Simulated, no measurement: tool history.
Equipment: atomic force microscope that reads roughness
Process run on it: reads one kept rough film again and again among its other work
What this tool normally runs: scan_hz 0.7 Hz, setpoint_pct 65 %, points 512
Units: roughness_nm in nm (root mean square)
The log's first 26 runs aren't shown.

run   hour  scan_hz  setpoint_pct  points  roughness_nm
 27  316.1    0.539            65     642         3.183
     318.2  -- new tip fitted
 28  329.5    0.539            65     642         3.217
 29  338.8    0.539            65     642         3.208
 30  354.5    1.312            73     854         3.022
 31  370.5      0.7            65     282         3.087
 32    386      0.7            65     282         3.109
 33  393.8      0.7            90     401         2.939
 34  408.1    0.892            65    1003         3.149
     422.1  -- new tip fitted
 35    425    0.892            65    1003         3.195
 36  437.1    1.243            82     355          2.85
 37  448.8      0.7            65     260         3.097
 38    466    1.726            77     313         2.812
 39  473.4    2.859            79     602         2.612
 40  486.2    1.832            88     742         2.608
 41  502.4    1.832            88     742         2.616
 42  516.4      0.7            75     264          3.03
 43  524.3    1.622            77     512         2.863
     525.7  -- new tip fitted
 44  541.4    3.619            63     464         2.868
 45  551.4    3.619            63     464         2.869
 46  559.1    3.619            74     780         2.619
 47  569.1    3.619            74     780         2.612
 48  583.1    0.827            74     329         3.049
 49  599.4    1.478            84     388         2.754
 50  607.2    1.071            68     388         3.075
 51  614.8    0.744            84     815         3.002

Consider 5 possible next runs. They are alternatives, not a sequence: every one starts from the tool as it was left by run 51. What does each give?
     629.1  -- new tip fitted
  A  629.9    3.453            65     512             ?
     629.1  -- new tip fitted
  B  629.9    0.975            69     559             ?
     629.1  -- new tip fitted
  C  629.9    0.701            66     591             ?
     629.1  -- new tip fitted
  D  629.9     2.36            71     386             ?
     629.1  -- new tip fitted
  E  629.9    1.274            77     488             ?

run  roughness_nm
  A         2.872
  B         3.098
  C         3.168
  D         2.834
  E         2.976
Without the tool's hidden state the same runs would have given:
run  roughness_nm
  A         2.872
  B         3.098
  C         3.168
  D         2.834
  E         2.977
